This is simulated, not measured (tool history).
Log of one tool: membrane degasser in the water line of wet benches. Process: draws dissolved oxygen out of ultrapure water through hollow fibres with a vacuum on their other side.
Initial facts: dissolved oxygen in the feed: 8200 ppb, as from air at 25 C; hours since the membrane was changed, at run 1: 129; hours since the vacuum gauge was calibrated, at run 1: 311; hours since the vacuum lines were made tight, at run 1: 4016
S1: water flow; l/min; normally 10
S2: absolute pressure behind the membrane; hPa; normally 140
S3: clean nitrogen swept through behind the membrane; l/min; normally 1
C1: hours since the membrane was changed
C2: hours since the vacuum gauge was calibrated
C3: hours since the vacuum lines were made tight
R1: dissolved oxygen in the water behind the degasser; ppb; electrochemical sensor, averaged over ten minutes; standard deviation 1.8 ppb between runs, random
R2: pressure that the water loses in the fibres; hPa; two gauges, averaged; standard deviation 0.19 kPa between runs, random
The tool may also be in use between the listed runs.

run,hour,S1,S2,S3,C1,C2,C3,R1,R2
1,0,10,140,1,129,311,4016,276.3,395.9
2,29.5,10,140,1,159,340,4045,278.7,393.9
3,50.8,10,140,1,180,361,4066,275.8,391.9
4,84,10,140,0.45,213,395,4100,525.7,390.3
5,121.4,10,140,0.45,251,432,4137,530,389.5
6,140.8,10,140,1.02,270,451,4156,272,391
7,169,10,140,1.02,298,479,4185,273.5,393.9
8,192.7,10,140,1.02,322,503,4208,271,385
9,228.9,10,140,1.02,358,539,4245,272,391.8
10,272.6,10,140,1.02,402,583,4288,268,389.6
11,313,10,140,1.02,442,624,4329,268.9,390.6
12,336.7,10,140,1.02,466,647,4352,271.6,389.5
13,355,8,140,1,484,665,4371,211.5,311.1
14,399.4,8,140,1,529,710,4415,210.7,311.9
15,428.4,8,209,1,558,739,4444,337.2,308.7
16,450.1,8,209,1,579,761,4466,337.5,310.4
17,470.4,7,193,0.4,600,781,4486,604.4,268.6
18,498,8,202,1,627,809,4514,322.7,312.2
19,517.8,6,97,1,647,828,4533,95.7,230.9
20,551.8,11,192,1.53,681,862,4567,311.1,427
21,578.6,11,209,1.18,708,889,4594,411.7,424.1
22,620.1,6,298,0.49,749,931,4636,701.8,234
23,649.2,14,332,1.78,779,960,4665,630.2,534.2
24,667.8,8,200,1.91,797,978,4684,180.1,306.7
25,696.7,11,111,1,826,1007,4712,238.4,423.5
26,732.5,11,111,1,862,1043,4748,238.4,424.2
27,774.6,10,111,1.27,904,1085,4790,174.4,381.1
28,805.5,10,140,1.16,935,1116,4821,243.1,383.7
29,832.8,10,140,1.16,962,1143,4848,245.8,386.3
30,866,7,303,2.87,995,1177,4882,165,273.6
31,909.5,7,303,2.87,1039,1220,4925,166.4,269.5
32,939.6,12,291,1,1069,1250,4955,723.1,457

Each run again, without the hidden state but with its own random variation kept:
Hidden state at play: membrane still open, %; true pressure behind the membrane over the reading, kPa; air that leaks in behind the membrane, l/min; drift of the gauge itself on oxygen_ppb, %; drift of the gauge itself on loss_of_pressure_kpa, %.
run,R2
1,395.9
2,394.2
3,392.3
4,391
5,390.4
6,392.1
7,395.2
8,386.5
9,393.6
10,391.8
11,393.1
12,392.2
13,313.3
14,314.4
15,311.4
16,313.3
17,271.2
18,315.4
19,233.4
20,431.8
21,429.2
22,237
23,541.4
24,310.9
25,429.6
26,430.6
27,387.3
28,390.1
29,392.9
30,278.4
31,274.5
32,466
R1: within 0.5 ppb of the measured result in every run.

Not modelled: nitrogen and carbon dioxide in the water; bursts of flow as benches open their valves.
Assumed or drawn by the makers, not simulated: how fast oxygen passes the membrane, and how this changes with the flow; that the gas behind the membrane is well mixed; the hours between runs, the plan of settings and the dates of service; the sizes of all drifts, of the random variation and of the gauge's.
